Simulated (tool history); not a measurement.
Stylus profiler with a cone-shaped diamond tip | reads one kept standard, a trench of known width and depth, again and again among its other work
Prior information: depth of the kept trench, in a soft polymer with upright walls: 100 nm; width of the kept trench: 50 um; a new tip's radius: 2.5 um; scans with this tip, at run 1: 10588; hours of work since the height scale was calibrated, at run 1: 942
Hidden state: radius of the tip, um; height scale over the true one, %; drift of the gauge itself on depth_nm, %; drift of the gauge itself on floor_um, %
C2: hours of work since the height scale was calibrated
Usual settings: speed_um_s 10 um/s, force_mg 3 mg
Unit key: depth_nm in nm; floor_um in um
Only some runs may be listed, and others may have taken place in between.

{"run": 1, "hour": 0.0, "speed_um_s": 10, "force_mg": 3, "scans with this tip": 10588, "C2": 942, "depth_nm": 100.67, "floor_um": 48.36}
{"run": 2, "hour": 39.6, "speed_um_s": 10, "force_mg": 3, "scans with this tip": 10874, "C2": 967, "depth_nm": 100.63, "floor_um": 48.27}
{"run": 3, "hour": 80.7, "speed_um_s": 10, "force_mg": 3, "scans with this tip": 11172, "C2": 993, "depth_nm": 100.57, "floor_um": 48.22}
{"run": 4, "hour": 138.2, "speed_um_s": 9, "force_mg": 3, "scans with this tip": 11589, "C2": 1031, "depth_nm": 100.59, "floor_um": 48.29}
{"run": 5, "hour": 202.6, "speed_um_s": 35, "force_mg": 3, "scans with this tip": 12055, "C2": 1072, "depth_nm": 100.62, "floor_um": 48.12}
{"run": 6, "hour": 249.4, "speed_um_s": 35, "force_mg": 3, "scans with this tip": 12394, "C2": 1102, "depth_nm": 100.52, "floor_um": 48.15}
{"run": 7, "hour": 282.6, "speed_um_s": 35, "force_mg": 3, "scans with this tip": 12635, "C2": 1124, "depth_nm": 100.53, "floor_um": 48.17}
{"run": 8, "hour": 317.5, "speed_um_s": 10, "force_mg": 3, "scans with this tip": 12888, "C2": 1146, "depth_nm": 100.65, "floor_um": 48.22}
{"run": 9, "hour": 364.2, "speed_um_s": 10, "force_mg": 3, "scans with this tip": 13227, "C2": 1176, "depth_nm": 100.54, "floor_um": 48.25}
{"run": 10, "hour": 429.0, "speed_um_s": 10, "force_mg": 3, "scans with this tip": 13696, "C2": 1218, "depth_nm": 100.52, "floor_um": 48.22}
{"run": 11, "hour": 457.1, "speed_um_s": 10, "force_mg": 3, "scans with this tip": 13899, "C2": 1236, "depth_nm": 100.64, "floor_um": 48.19}
{"run": 12, "hour": 498.2, "speed_um_s": 10, "force_mg": 3, "scans with this tip": 14197, "C2": 1262, "depth_nm": 100.52, "floor_um": 48.25}
{"run": 13, "hour": 539.0, "speed_um_s": 13, "force_mg": 3, "scans with this tip": 14493, "C2": 1289, "depth_nm": 100.53, "floor_um": 48.2}
{"run": 14, "hour": 588.6, "speed_um_s": 2, "force_mg": 3, "scans with this tip": 14852, "C2": 1321, "depth_nm": 100.56, "floor_um": 48.17}
{"run": 15, "hour": 635.5, "speed_um_s": 2, "force_mg": 3, "scans with this tip": 15192, "C2": 1351, "depth_nm": 100.55, "floor_um": 48.23}
{"run": 16, "hour": 664.7, "speed_um_s": 10, "force_mg": 3, "scans with this tip": 15404, "C2": 1370, "depth_nm": 100.55, "floor_um": 48.15}
{"run": 17, "hour": 701.9, "speed_um_s": 3, "force_mg": 3.02, "scans with this tip": 15673, "C2": 1394, "depth_nm": 100.55, "floor_um": 48.22}
{"run": 18, "hour": 741.3, "speed_um_s": 6, "force_mg": 2.03, "scans with this tip": 15958, "C2": 1419, "depth_nm": 100.33, "floor_um": 48.21}
{"run": 19, "hour": 798.4, "speed_um_s": 9, "force_mg": 3, "scans with this tip": 16372, "C2": 1456, "depth_nm": 100.49, "floor_um": 48.1}
{"run": 20, "hour": 843.2, "speed_um_s": 3, "force_mg": 8.65, "scans with this tip": 16697, "C2": 1485, "depth_nm": 101.3, "floor_um": 48.18}
{"run": 21, "hour": 895.7, "speed_um_s": 4, "force_mg": 2.55, "scans with this tip": 17077, "C2": 1519, "depth_nm": 100.4, "floor_um": 48.15}
{"run": 22, "hour": 938.1, "speed_um_s": 4, "force_mg": 2.55, "scans with this tip": 17384, "C2": 1546, "depth_nm": 100.4, "floor_um": 48.14}
{"run": 23, "hour": 1000.4, "speed_um_s": 3, "force_mg": 1.06, "scans with this tip": 17836, "C2": 1586, "depth_nm": 100.12, "floor_um": 48.17}
{"run": 24, "hour": 1062.7, "speed_um_s": 8, "force_mg": 1.08, "scans with this tip": 18287, "C2": 1626, "depth_nm": 100.09, "floor_um": 48.11}
{"run": 25, "hour": 1129.4, "speed_um_s": 5, "force_mg": 1.54, "scans with this tip": 18771, "C2": 1669, "depth_nm": 100.18, "floor_um": 48.14}
{"run": 26, "hour": 1162.5, "speed_um_s": 20, "force_mg": 1.17, "scans with this tip": 19010, "C2": 1690, "depth_nm": 100.1, "floor_um": 48.05}
{"run": 27, "hour": 1223.2, "speed_um_s": 20, "force_mg": 1.17, "scans with this tip": 19450, "C2": 1730, "depth_nm": 99.98, "floor_um": 48.06}
{"run": 28, "hour": 1290.4, "speed_um_s": 20, "force_mg": 1.17, "scans with this tip": 19936, "C2": 1773, "depth_nm": 100.05, "floor_um": 47.99}
{"run": 29, "hour": 1324.6, "speed_um_s": 10, "force_mg": 3, "scans with this tip": 20184, "C2": 1795, "depth_nm": 100.45, "floor_um": 48.11}
{"run": 30, "hour": 1355.6, "speed_um_s": 10, "force_mg": 3, "scans with this tip": 20409, "C2": 1815, "depth_nm": 100.42, "floor_um": 48.03}
{"run": 31, "hour": 1408.1, "speed_um_s": 10, "force_mg": 1.19, "scans with this tip": 20789, "C2": 1849, "depth_nm": 100.02, "floor_um": 48.11}

The logged runs with the hidden state left out (each run's random variation unchanged):
run=1 depth_nm=100.84 floor_um=48.63
run=2 depth_nm=100.8 floor_um=48.55
run=3 depth_nm=100.75 floor_um=48.51
run=4 depth_nm=100.78 floor_um=48.59
run=5 depth_nm=100.82 floor_um=48.43
run=6 depth_nm=100.72 floor_um=48.47
run=7 depth_nm=100.74 floor_um=48.49
run=8 depth_nm=100.86 floor_um=48.55
run=9 depth_nm=100.76 floor_um=48.58
run=10 depth_nm=100.75 floor_um=48.56
run=11 depth_nm=100.87 floor_um=48.54
run=12 depth_nm=100.76 floor_um=48.61
run=13 depth_nm=100.77 floor_um=48.56
run=14 depth_nm=100.81 floor_um=48.54
run=15 depth_nm=100.8 floor_um=48.61
run=16 depth_nm=100.81 floor_um=48.53
run=17 depth_nm=100.81 floor_um=48.61
run=18 depth_nm=100.6 floor_um=48.61
run=19 depth_nm=100.76 floor_um=48.5
run=20 depth_nm=101.58 floor_um=48.59
run=21 depth_nm=100.69 floor_um=48.57
run=22 depth_nm=100.69 floor_um=48.56
run=23 depth_nm=100.42 floor_um=48.6
run=24 depth_nm=100.4 floor_um=48.56
run=25 depth_nm=100.5 floor_um=48.59
run=26 depth_nm=100.43 floor_um=48.51
run=27 depth_nm=100.32 floor_um=48.53
run=28 depth_nm=100.39 floor_um=48.47
run=29 depth_nm=100.79 floor_um=48.6
run=30 depth_nm=100.77 floor_um=48.52
run=31 depth_nm=100.38 floor_um=48.6
